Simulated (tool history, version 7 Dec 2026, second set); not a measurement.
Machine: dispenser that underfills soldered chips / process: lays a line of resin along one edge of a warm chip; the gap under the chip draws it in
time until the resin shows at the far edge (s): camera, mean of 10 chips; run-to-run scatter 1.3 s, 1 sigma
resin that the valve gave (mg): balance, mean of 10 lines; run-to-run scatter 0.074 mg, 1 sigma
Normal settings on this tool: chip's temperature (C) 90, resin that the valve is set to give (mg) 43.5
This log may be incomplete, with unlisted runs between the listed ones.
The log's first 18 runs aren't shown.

run   hour  chip's temperature (C)  resin that the valve is set to give (mg)  hours of work since the syringe was changed  hours of work since the valve was cleaned  hours of work since the stage was calibrated  time until the resin shows at the far edge (s)  resin that the valve gave (mg)
 19   69.3                      81                                      39.4                                            3                                         23                                           140                                           231.1                           39.02
 20   72.6                      82                                        45                                            5                                         25                                           142                                           241.8                           44.42
      75.5  -- new syringe of resin
 21   77.3                      82                                        45                                            1                                         28                                           145                                           192.4                            44.3
 22   80.3                      84                                        53                                            3                                         30                                           147                                             189                           52.19
 23     84                      81                                        53                                            6                                         32                                           149                                           240.5                           52.16
      86.7  -- new syringe of resin
 24   88.9                      80                                        52                                            1                                         35                                           152                                           206.1                           51.11
 25     94                      85                                        41                                            5                                         39                                           156                                           200.1                           40.29
 26   97.3                     105                                      43.8                                            7                                         41                                           158                                            97.4                           43.02
        98  -- new syringe of resin
 27  102.4                     105                                      43.8                                            3                                         44                                           161                                              82                           42.89
 28  106.9                      81                                      38.4                                            6                                         47                                           164                                           246.5                           37.58
     109.2  -- new syringe of resin
 29  110.1                      81                                      38.4                                            1                                         49                                           166                                             199                           37.52
 30    113                      81                                      38.4                                            2                                         50                                           167                                           215.8                            37.3
 31  116.5                      81                                      38.4                                            5                                         53                                           170                                           239.5                           37.43
 32  119.7                      81                                      38.4                                            7                                         55                                           172                                           267.7                           37.52
     120.5  -- new syringe of resin
 33  123.6                      81                                      38.4                                            2                                         57                                           174                                           212.2                           37.28
     127.2  -- dispensing valve cleaned and set on the balance
 34  129.4                      83                                      51.5                                            5                                          1                                           177                                             220                           51.43
     132.7  -- new syringe of resin
 35    133                      83                                      51.5                                            0                                          4                                           179                                           169.3                           51.37

Forecast each of these 4 alternatives for the next run:
  A  137.5                      83                                        51                                            3                                          6                                           182                                               ?                               ?
  B  137.5                      79                                      38.3                                            3                                          6                                           182                                               ?                               ?
  C  137.5                     104                                      50.2                                            3                                          6                                           182                                               ?                               ?
  D  137.5                      85                                      55.8                                            3                                          6                                           182                                               ?                               ?

run  time until the resin shows at the far edge (s)  resin that the valve gave (mg)
  A                                           193.8                           50.87
  B                                             237                           38.21
  C                                            83.5                           50.06
  D                                           180.6                            55.4
With the hidden condition removed and each run's random variation left untouched, the same runs would have given:
run  time until the resin shows at the far edge (s)  resin that the valve gave (mg)
  A                                             163                           51.07
  B                                             199                           38.36
  C                                            70.5                           50.25
  D                                             152                           55.61

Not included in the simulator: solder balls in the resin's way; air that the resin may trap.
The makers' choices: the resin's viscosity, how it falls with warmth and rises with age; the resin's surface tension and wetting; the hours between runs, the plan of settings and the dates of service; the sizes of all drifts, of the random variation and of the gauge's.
